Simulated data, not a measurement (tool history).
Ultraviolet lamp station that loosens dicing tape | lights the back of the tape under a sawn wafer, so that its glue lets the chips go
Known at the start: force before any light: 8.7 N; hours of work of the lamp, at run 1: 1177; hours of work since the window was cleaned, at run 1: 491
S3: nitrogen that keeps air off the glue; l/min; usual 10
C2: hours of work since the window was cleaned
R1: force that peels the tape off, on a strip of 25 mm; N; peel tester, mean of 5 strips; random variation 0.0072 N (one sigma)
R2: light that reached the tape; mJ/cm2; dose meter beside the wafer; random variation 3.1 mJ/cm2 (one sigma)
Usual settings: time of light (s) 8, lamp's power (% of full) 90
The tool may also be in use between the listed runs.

run 1 hour=0 | time_of_light_(s)=8 lamp's_power_(%_of_full)=90 S3=10 | hours_of_work_of_the_lamp=1177 C2=491 | R1=0.262 R2=480
-- hour=18.7 window cleaned of glue's vapour
run 2 hour=49.2 | time_of_light_(s)=5 lamp's_power_(%_of_full)=90 S3=10 | hours_of_work_of_the_lamp=1214 C2=23 | R1=0.522 R2=297
run 3 hour=136.5 | time_of_light_(s)=5 lamp's_power_(%_of_full)=90 S3=10 | hours_of_work_of_the_lamp=1280 C2=89 | R1=0.5 R2=300
run 4 hour=221 | time_of_light_(s)=5 lamp's_power_(%_of_full)=90 S3=10 | hours_of_work_of_the_lamp=1343 C2=152 | R1=0.505 R2=302
run 5 hour=303.1 | time_of_light_(s)=8 lamp's_power_(%_of_full)=90 S3=4 | hours_of_work_of_the_lamp=1405 C2=214 | R1=0.417 R2=482
run 6 hour=367.1 | time_of_light_(s)=8 lamp's_power_(%_of_full)=90 S3=19 | hours_of_work_of_the_lamp=1453 C2=262 | R1=0.228 R2=481
run 7 hour=418.2 | time_of_light_(s)=8 lamp's_power_(%_of_full)=90 S3=19 | hours_of_work_of_the_lamp=1492 C2=301 | R1=0.217 R2=472
run 8 hour=480.7 | time_of_light_(s)=8 lamp's_power_(%_of_full)=90 S3=3 | hours_of_work_of_the_lamp=1539 C2=348 | R1=0.526 R2=484
run 9 hour=531.7 | time_of_light_(s)=8 lamp's_power_(%_of_full)=90 S3=3 | hours_of_work_of_the_lamp=1577 C2=386 | R1=0.537 R2=477
run 10 hour=590.1 | time_of_light_(s)=8 lamp's_power_(%_of_full)=90 S3=3 | hours_of_work_of_the_lamp=1622 C2=430 | R1=0.521 R2=476
run 11 hour=640.4 | time_of_light_(s)=8 lamp's_power_(%_of_full)=90 S3=3 | hours_of_work_of_the_lamp=1659 C2=468 | R1=0.523 R2=486
-- hour=686.6 window cleaned of glue's vapour
run 12 hour=727.7 | time_of_light_(s)=8 lamp's_power_(%_of_full)=90 S3=3 | hours_of_work_of_the_lamp=1725 C2=31 | R1=0.53 R2=478
run 13 hour=777.1 | time_of_light_(s)=8 lamp's_power_(%_of_full)=90 S3=3 | hours_of_work_of_the_lamp=1762 C2=68 | R1=0.503 R2=471
run 14 hour=848 | time_of_light_(s)=15 lamp's_power_(%_of_full)=90 S3=10 | hours_of_work_of_the_lamp=1815 C2=122 | R1=0.209 R2=890
run 15 hour=889.6 | time_of_light_(s)=15 lamp's_power_(%_of_full)=90 S3=10 | hours_of_work_of_the_lamp=1847 C2=153 | R1=0.227 R2=899
run 16 hour=979 | time_of_light_(s)=4 lamp's_power_(%_of_full)=90 S3=10 | hours_of_work_of_the_lamp=1914 C2=220 | R1=0.784 R2=236
-- hour=1030.3 lamp changed
run 17 hour=1038.5 | time_of_light_(s)=4 lamp's_power_(%_of_full)=90 S3=10 | hours_of_work_of_the_lamp=6 C2=264 | R1=0.783 R2=235
run 18 hour=1098.8 | time_of_light_(s)=4 lamp's_power_(%_of_full)=90 S3=10 | hours_of_work_of_the_lamp=52 C2=310 | R1=0.786 R2=236
run 19 hour=1142.3 | time_of_light_(s)=5 lamp's_power_(%_of_full)=90 S3=7 | hours_of_work_of_the_lamp=84 C2=343 | R1=0.688 R2=299
run 20 hour=1225 | time_of_light_(s)=5 lamp's_power_(%_of_full)=90 S3=7 | hours_of_work_of_the_lamp=147 C2=405 | R1=0.67 R2=300
run 21 hour=1299.2 | time_of_light_(s)=5 lamp's_power_(%_of_full)=69 S3=7 | hours_of_work_of_the_lamp=203 C2=461 | R1=1.05 R2=229
-- hour=1354.3 window cleaned of glue's vapour
run 22 hour=1360.7 | time_of_light_(s)=5 lamp's_power_(%_of_full)=69 S3=7 | hours_of_work_of_the_lamp=249 C2=5 | R1=1.126 R2=234
run 23 hour=1433.5 | time_of_light_(s)=5 lamp's_power_(%_of_full)=63 S3=10 | hours_of_work_of_the_lamp=303 C2=60 | R1=1.018 R2=208
run 24 hour=1480 | time_of_light_(s)=5 lamp's_power_(%_of_full)=63 S3=10 | hours_of_work_of_the_lamp=338 C2=95 | R1=0.998 R2=207
run 25 hour=1539.6 | time_of_light_(s)=7 lamp's_power_(%_of_full)=85 S3=17 | hours_of_work_of_the_lamp=383 C2=140 | R1=0.261 R2=401
run 26 hour=1576.9 | time_of_light_(s)=6 lamp's_power_(%_of_full)=61 S3=3 | hours_of_work_of_the_lamp=411 C2=168 | R1=1.775 R2=250
run 27 hour=1648 | time_of_light_(s)=6 lamp's_power_(%_of_full)=61 S3=3 | hours_of_work_of_the_lamp=465 C2=221 | R1=1.728 R2=249

The next listed run, before its measurement:
run 28 hour=1728.3 | time_of_light_(s)=6 lamp's_power_(%_of_full)=61 S3=3 | hours_of_work_of_the_lamp=525 C2=282 | R1=? R2=?

Run 28 gave R1 1.773 N, R2 244 mJ/cm2.
Without the tool's hidden state the same run would have given R1 1.766 N, R2 245 mJ/cm2.
